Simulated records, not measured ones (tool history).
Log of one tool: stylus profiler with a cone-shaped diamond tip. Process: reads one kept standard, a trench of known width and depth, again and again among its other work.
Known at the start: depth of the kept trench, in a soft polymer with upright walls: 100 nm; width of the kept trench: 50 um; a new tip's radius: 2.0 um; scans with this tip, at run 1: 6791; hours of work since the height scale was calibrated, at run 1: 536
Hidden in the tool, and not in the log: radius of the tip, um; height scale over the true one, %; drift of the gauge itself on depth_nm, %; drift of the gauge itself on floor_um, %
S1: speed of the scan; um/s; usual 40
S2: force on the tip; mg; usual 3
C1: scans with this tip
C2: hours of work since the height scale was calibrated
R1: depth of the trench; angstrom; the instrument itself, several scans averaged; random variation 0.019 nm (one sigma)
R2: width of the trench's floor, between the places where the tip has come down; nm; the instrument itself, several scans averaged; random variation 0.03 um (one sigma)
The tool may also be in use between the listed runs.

{"run": 1, "hour": 0.0, "S1": 40, "S2": 3, "C1": 6791, "C2": 536, "R1": 1018.1, "R2": 48010}
{"run": 2, "hour": 10.2, "S1": 40, "S2": 3.61, "C1": 6853, "C2": 541, "R1": 1020.3, "R2": 48060}
{"run": 3, "hour": 25.5, "S1": 40, "S2": 3, "C1": 6947, "C2": 548, "R1": 1018.4, "R2": 48080}
{"run": 4, "hour": 48.4, "S1": 40, "S2": 3, "C1": 7086, "C2": 559, "R1": 1017.9, "R2": 48070}
{"run": 5, "hour": 63.8, "S1": 40, "S2": 3, "C1": 7179, "C2": 567, "R1": 1017.5, "R2": 47970}
{"run": 6, "hour": 76.7, "S1": 40, "S2": 3, "C1": 7258, "C2": 573, "R1": 1018.1, "R2": 48030}
{"run": 7, "hour": 86.8, "S1": 40, "S2": 3, "C1": 7320, "C2": 578, "R1": 1018, "R2": 47960}
{"run": 8, "hour": 96.0, "S1": 75, "S2": 7.59, "C1": 7376, "C2": 582, "R1": 1033.8, "R2": 47970}
{"run": 9, "hour": 105.8, "S1": 17, "S2": 1.3, "C1": 7435, "C2": 587, "R1": 1009.7, "R2": 48080}
{"run": 10, "hour": 122.1, "S1": 24, "S2": 1.37, "C1": 7535, "C2": 595, "R1": 1010, "R2": 48020}
{"run": 11, "hour": 143.3, "S1": 27, "S2": 1.99, "C1": 7663, "C2": 605, "R1": 1013.5, "R2": 48040}
{"run": 12, "hour": 164.0, "S1": 27, "S2": 1.99, "C1": 7790, "C2": 615, "R1": 1013.5, "R2": 48020}
{"run": 13, "hour": 183.6, "S1": 27, "S2": 1.99, "C1": 7909, "C2": 624, "R1": 1013, "R2": 48010}
{"run": 14, "hour": 204.1, "S1": 89, "S2": 1.09, "C1": 8034, "C2": 634, "R1": 1008.2, "R2": 47360}

4 ways to go on from here, each from the tool as it stands after run 14. What would each give?
{"run": "A", "hour": 214.3, "S1": 40, "S2": 1.3, "C1": 8096, "C2": 639, "R1": "?", "R2": "?"}
{"run": "B", "hour": 214.3, "S1": 16, "S2": 4.57, "C1": 8096, "C2": 639, "R1": "?", "R2": "?"}
{"run": "C", "hour": 214.3, "S1": 40, "S2": 2.91, "C1": 8096, "C2": 639, "R1": "?", "R2": "?"}
{"run": "D", "hour": 214.3, "S1": 66, "S2": 5.65, "C1": 8096, "C2": 639, "R1": "?", "R2": "?"}

run=A R1=1009.9 R2=47920
run=B R1=1024 R2=48100
run=C R1=1017.3 R2=47960
run=D R1=1027.7 R2=47910
Without the tool's hidden state the same runs would have given:
run=A R1=1011.1 R2=48480
run=B R1=1025.2 R2=48660
run=C R1=1018.4 R2=48530
run=D R1=1028.9 R2=48480

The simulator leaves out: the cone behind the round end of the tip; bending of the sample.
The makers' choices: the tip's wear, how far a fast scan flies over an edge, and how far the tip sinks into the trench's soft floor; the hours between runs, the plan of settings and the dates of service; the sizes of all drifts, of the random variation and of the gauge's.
